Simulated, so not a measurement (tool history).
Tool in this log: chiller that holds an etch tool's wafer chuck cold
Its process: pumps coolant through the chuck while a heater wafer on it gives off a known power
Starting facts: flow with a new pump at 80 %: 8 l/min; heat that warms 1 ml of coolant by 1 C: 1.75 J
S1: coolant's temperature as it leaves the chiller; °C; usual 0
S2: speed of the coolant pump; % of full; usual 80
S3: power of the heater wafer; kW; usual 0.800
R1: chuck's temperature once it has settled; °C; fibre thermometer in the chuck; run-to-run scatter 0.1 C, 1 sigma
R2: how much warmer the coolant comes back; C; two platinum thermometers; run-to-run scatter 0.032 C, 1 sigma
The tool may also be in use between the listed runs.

run 1 hour=0.0 | S1=0 S2=80 S3=0.800 | R1=6.1 R2=3.41
run 2 hour=32.3 | S1=0 S2=80 S3=0.581 | R1=4.4 R2=2.57
run 3 hour=60.8 | S1=0 S2=80 S3=0.581 | R1=4.3 R2=2.52
run 4 hour=76.4 | S1=0 S2=73 S3=0.581 | R1=4.8 R2=2.79
run 5 hour=93.1 | S1=0 S2=89 S3=0.581 | R1=3.8 R2=2.35
run 6 hour=128.5 | S1=0 S2=89 S3=0.581 | R1=4.0 R2=2.44
run 7 hour=166.1 | S1=0 S2=89 S3=0.581 | R1=3.9 R2=2.45
run 8 hour=181.6 | S1=0 S2=89 S3=0.581 | R1=3.8 R2=2.43
run 9 hour=214.4 | S1=-3 S2=80 S3=0.800 | R1=3.0 R2=3.65
run 10 hour=235.5 | S1=0 S2=80 S3=0.800 | R1=6.1 R2=3.68
run 11 hour=264.9 | S1=-1 S2=85 S3=1.025 | R1=6.4 R2=4.39
run 12 hour=288.5 | S1=-1 S2=67 S3=0.830 | R1=6.2 R2=4.53
run 13 hour=308.3 | S1=0 S2=99 S3=0.800 | R1=5.0 R2=3.14
run 14 hour=336.2 | S1=0 S2=99 S3=0.800 | R1=5.1 R2=3.14
run 15 hour=356.6 | S1=-10 S2=96 S3=0.477 | R1=-6.8 R2=2.08
run 16 hour=393.5 | S1=0 S2=80 S3=0.580 | R1=4.3 R2=2.88
run 17 hour=416.5 | S1=-3 S2=68 S3=1.200 | R1=7.4 R2=6.45
-- hour=421.6 gauge calibrated
run 18 hour=432.6 | S1=-6 S2=68 S3=1.200 | R1=4.2 R2=6.00
run 19 hour=450.6 | S1=-6 S2=91 S3=1.200 | R1=1.9 R2=4.63

Below are 5 alternative next runs, each starting from the tool's condition after run 19. Predict each:
-- hour=489.9 coolant changed, channels flushed
run A hour=491.5 | S1=0 S2=61 S3=0.800 | R1=? R2=?
-- hour=489.9 coolant changed, channels flushed
run B hour=491.5 | S1=0 S2=60 S3=0.589 | R1=? R2=?
-- hour=489.9 coolant changed, channels flushed
run C hour=491.5 | S1=7 S2=80 S3=0.409 | R1=? R2=?
-- hour=489.9 coolant changed, channels flushed
run D hour=491.5 | S1=-6 S2=78 S3=0.590 | R1=? R2=?
-- hour=489.9 coolant changed, channels flushed
run E hour=491.5 | S1=5 S2=91 S3=0.485 | R1=? R2=?

run=A R1=7.6 R2=4.51
run=B R1=5.6 R2=3.37
run=C R1=10.0 R2=1.78
run=D R1=-1.6 R2=2.67
run=E R1=8.4 R2=1.90
Stripped of hidden state, with their random variation kept, the same runs would have yielded:
run=A R1=7.6 R2=4.44
run=B R1=5.6 R2=3.31
run=C R1=10.0 R2=1.72
run=D R1=-1.6 R2=2.61
run=E R1=8.4 R2=1.83

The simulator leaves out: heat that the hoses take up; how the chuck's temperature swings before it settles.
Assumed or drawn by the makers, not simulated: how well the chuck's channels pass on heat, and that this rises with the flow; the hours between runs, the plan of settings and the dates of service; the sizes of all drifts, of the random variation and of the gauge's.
